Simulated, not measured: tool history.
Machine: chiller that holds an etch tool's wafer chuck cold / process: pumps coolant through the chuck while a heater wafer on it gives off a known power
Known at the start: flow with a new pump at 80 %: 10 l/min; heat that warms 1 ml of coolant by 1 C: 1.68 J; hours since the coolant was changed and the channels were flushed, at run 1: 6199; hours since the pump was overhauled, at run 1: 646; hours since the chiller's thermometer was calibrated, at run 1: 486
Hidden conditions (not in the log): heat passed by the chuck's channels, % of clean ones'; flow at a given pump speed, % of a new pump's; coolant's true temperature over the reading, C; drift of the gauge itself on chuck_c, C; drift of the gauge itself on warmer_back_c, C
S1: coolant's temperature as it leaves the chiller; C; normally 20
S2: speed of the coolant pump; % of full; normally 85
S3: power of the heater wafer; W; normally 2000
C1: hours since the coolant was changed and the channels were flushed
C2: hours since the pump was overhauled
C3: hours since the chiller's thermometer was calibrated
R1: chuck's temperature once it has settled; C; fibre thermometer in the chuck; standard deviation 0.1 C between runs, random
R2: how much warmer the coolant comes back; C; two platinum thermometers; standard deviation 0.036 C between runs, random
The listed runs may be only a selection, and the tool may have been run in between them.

run 1 hour=0 | S1=20 S2=85 S3=2000 | C1=6199 C2=646 C3=486 | R1=38 R2=6.83
run 2 hour=78 | S1=20 S2=85 S3=2963 | C1=6277 C2=724 C3=564 | R1=46.5 R2=10.14
run 3 hour=162.8 | S1=20 S2=85 S3=2000 | C1=6361 C2=809 C3=649 | R1=37.7 R2=6.8
run 4 hour=233.5 | S1=20 S2=85 S3=2000 | C1=6432 C2=880 C3=720 | R1=38 R2=6.8
run 5 hour=316.6 | S1=20 S2=85 S3=2000 | C1=6515 C2=963 C3=803 | R1=37.9 R2=6.85
run 6 hour=389.8 | S1=20 S2=85 S3=2000 | C1=6588 C2=1036 C3=876 | R1=38.2 R2=6.86
run 7 hour=440.7 | S1=20 S2=85 S3=1147 | C1=6639 C2=1087 C3=927 | R1=30.3 R2=3.92
run 8 hour=497.6 | S1=20 S2=86 S3=2000 | C1=6696 C2=1144 C3=984 | R1=38 R2=6.8
run 9 hour=597.3 | S1=20 S2=86 S3=2000 | C1=6796 C2=1243 C3=1084 | R1=38.1 R2=6.8
run 10 hour=700.5 | S1=20 S2=86 S3=2000 | C1=6899 C2=1347 C3=1187 | R1=38.1 R2=6.78
run 11 hour=765.1 | S1=20 S2=80 S3=2000 | C1=6964 C2=1411 C3=1251 | R1=39.2 R2=7.26
run 12 hour=857.3 | S1=20 S2=80 S3=2000 | C1=7056 C2=1503 C3=1344 | R1=38.9 R2=7.26
run 13 hour=945.2 | S1=20 S2=80 S3=2000 | C1=7144 C2=1591 C3=1432 | R1=39.1 R2=7.24
run 14 hour=1033.1 | S1=20 S2=85 S3=2000 | C1=7232 C2=1679 C3=1519 | R1=38.4 R2=6.94
run 15 hour=1118.1 | S1=20 S2=85 S3=2000 | C1=7317 C2=1764 C3=1604 | R1=38.5 R2=6.98
run 16 hour=1180.5 | S1=20 S2=85 S3=2000 | C1=7379 C2=1827 C3=1667 | R1=38.6 R2=6.94
run 17 hour=1239.8 | S1=20 S2=85 S3=2000 | C1=7438 C2=1886 C3=1726 | R1=38.5 R2=6.96

Forecast run 18:
run 18 hour=1344.5 | S1=20 S2=88 S3=1954 | C1=7543 C2=1991 C3=1831 | R1=? R2=?

R1: 37.7 C
R2: 6.56 C
Minus the tool's unlogged condition, the same run would have read R1 34.4 C, R2 6.36 C.

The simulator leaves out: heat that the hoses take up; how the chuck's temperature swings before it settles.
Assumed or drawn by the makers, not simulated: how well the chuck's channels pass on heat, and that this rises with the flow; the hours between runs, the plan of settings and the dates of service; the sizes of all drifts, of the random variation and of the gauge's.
